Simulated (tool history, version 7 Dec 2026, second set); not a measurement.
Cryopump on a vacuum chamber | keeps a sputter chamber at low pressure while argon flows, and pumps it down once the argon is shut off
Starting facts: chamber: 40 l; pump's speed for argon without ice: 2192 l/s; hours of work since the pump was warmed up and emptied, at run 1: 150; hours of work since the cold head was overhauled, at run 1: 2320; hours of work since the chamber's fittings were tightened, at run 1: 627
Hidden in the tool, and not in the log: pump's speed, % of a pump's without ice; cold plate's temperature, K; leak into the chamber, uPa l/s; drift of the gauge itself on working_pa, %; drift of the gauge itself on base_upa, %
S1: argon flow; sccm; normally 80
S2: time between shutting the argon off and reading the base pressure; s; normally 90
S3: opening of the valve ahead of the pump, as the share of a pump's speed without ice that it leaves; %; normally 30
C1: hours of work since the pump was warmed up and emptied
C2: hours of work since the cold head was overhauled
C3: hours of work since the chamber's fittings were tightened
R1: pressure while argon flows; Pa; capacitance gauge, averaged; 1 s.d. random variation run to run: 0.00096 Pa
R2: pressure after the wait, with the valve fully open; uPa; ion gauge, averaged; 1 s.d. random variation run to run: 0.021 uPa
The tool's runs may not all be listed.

run   hour   S1   S2  S3   C1    C2    C3      R1    R2
  1    0.0   80   90  30  150  2320   627  0.2156  0.46
  2   53.6   80   90  16  199  2369   675  0.3953  0.46
  3   81.5   80   90  16  224  2394   700  0.3969  0.47
  4  135.2   80   23  30  272  2442   748  0.2206  1.22
  5  187.2   80   23  30  319  2489   795  0.2254  1.22
  6  247.1   80   23  30  373  2542   849  0.2274  1.19
     267.7  -- pump warmed up, emptied and cooled again
  7  284.9   80   23  30   15  2572   878  0.2072  1.17
  8  332.8   80   23  15   59  2615   921  0.4183  1.19
  9  401.4   49   90  30  120  2677   983  0.1290  0.45
 10  439.9   80   68  30  155  2711  1017  0.2129  0.54
 11  507.7   80   68  30  216  2772  1078  0.2179  0.59
 12  572.8  129  292  30  274  2831  1137  0.3566  0.29
 13  611.8   52  128  33  309  2866  1172  0.1333  0.40
 14  668.2   44   87  38  360  2916  1222  0.1012  0.53
     701.1  -- pump warmed up, emptied and cooled again
 15  707.1   44   87  38    5  2947  1253  0.0896  0.45
 16  773.4   38   40  40   65  3006  1313  0.0751  0.80
 17  825.5   38   40  40  112  3053  1359  0.0768  0.77
 18  871.3   38   40  40  153  3094  1400  0.0782  0.78
 19  901.9   38   40  20  180  3122  1428  0.1515  0.82
 20  944.4   38   40  27  219  3160  1466  0.1152  0.82

Consider 4 possible next runs. They are alternatives, not a sequence: every one starts from the tool as it was left by run 20. What does each give?
  A  1003.2  61  90  30  271  3213  1519   ?   ?
  B  1003.2  40  75  45  271  3213  1519   ?   ?
  C  1003.2  45  40  26  271  3213  1519   ?   ?
  D  1003.2  73  40  49  271  3213  1519   ?   ?

run      R1    R2
  A  0.1669  0.49
  B  0.0763  0.59
  C  0.1415  0.83
  D  0.1279  0.84
Take away the tool's hidden state, keep each run's random variation, and the runs would have read:
run      R1    R2
  A  0.1553  0.37
  B  0.0687  0.46
  C  0.1329  0.71
  D  0.1140  0.71

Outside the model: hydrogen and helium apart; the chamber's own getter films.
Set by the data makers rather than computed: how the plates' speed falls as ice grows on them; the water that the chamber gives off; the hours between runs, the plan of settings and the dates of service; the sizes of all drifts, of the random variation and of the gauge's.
